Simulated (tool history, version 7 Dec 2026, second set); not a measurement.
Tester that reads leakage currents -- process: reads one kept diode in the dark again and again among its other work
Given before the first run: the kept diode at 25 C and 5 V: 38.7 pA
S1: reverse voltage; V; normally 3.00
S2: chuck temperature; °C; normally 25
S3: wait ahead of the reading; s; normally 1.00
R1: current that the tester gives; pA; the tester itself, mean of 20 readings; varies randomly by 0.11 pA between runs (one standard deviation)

run    hour     S1  S2    S3      R1
  1     0.0   3.00  25  1.00   38.69
  2    49.0   3.00  25  1.00   39.07
  3    92.4   3.00  25  2.48   39.19
  4   117.6   3.00  25  2.48   39.31
  5   145.0   3.00  25  2.48   39.45
  6   176.9   3.00  25  2.48   39.69
  7   225.8   3.00  53  2.48  254.28
  8   255.5   3.00  39  2.48  101.69
  9   288.6   3.00  39  2.48  101.72
 10   332.5   3.00  25  1.00   40.94
 11   360.9   2.12  25  1.00   35.26
 12   384.4   2.12  25  1.00   35.55
 13   431.6   3.00  34  1.00   74.85
 14   476.0   3.00  34  1.00   75.56
 15   507.5   3.00  34  1.00   75.69
 16   544.8   3.00  34  4.27   75.51
      583.6  -- probe card cleaned and baked
 17   585.8   3.00  34  4.27   67.70
 18   609.1   3.00  34  4.27   67.76
 19   657.0   2.92  34  4.27   67.41
 20   696.5   2.92  34  4.27   67.48
 21   720.9  10.68  25  5.25   55.48
 22   758.3  10.68  42  0.42  186.81
 23   805.0   2.42  24  0.42   31.24
 24   843.2   3.00  31  1.00   56.46
 25   865.6  11.74  31  1.00   92.71
 26   903.2  13.58  23  1.00   58.32
 27   935.7   3.48  25  4.72   38.85
 28   965.5   3.48  25  4.72   39.26
 29   985.7   3.48  25  0.37   39.79
 30  1029.0   3.48  25  0.37   40.31
 31  1051.3   3.48  25  0.37   40.38
 32  1079.0   3.00  26  1.00   40.94
 33  1117.0   3.00  26  1.00   41.47
 34  1159.2   3.00  26  1.00   41.47
 35  1205.7  15.79  34  1.00  139.69
 36  1237.8  15.79  30  0.49  111.07
 37  1282.1  15.79  30  0.49  113.47
 38  1327.6  11.02  50  0.49  341.14
 39  1361.3  11.02  50  0.49  342.40
 40  1404.3  11.02  50  0.49  345.21

Branching from run 40: 4 alternative next runs. What would each branch give?
  A  1428.1  11.02  33  0.49   ?
  B  1428.1   3.22  48  1.39   ?
  C  1428.1  14.56  22  2.48   ?
  D  1428.1  14.87  22  0.35   ?

run      R1
  A  119.87
  B  196.12
  C   71.94
  D   75.14
The same runs, with their run-to-run variation unchanged, on a tool lacking any hidden condition would have given:
run      R1
  A   93.81
  B  177.90
  C   43.72
  D   46.24
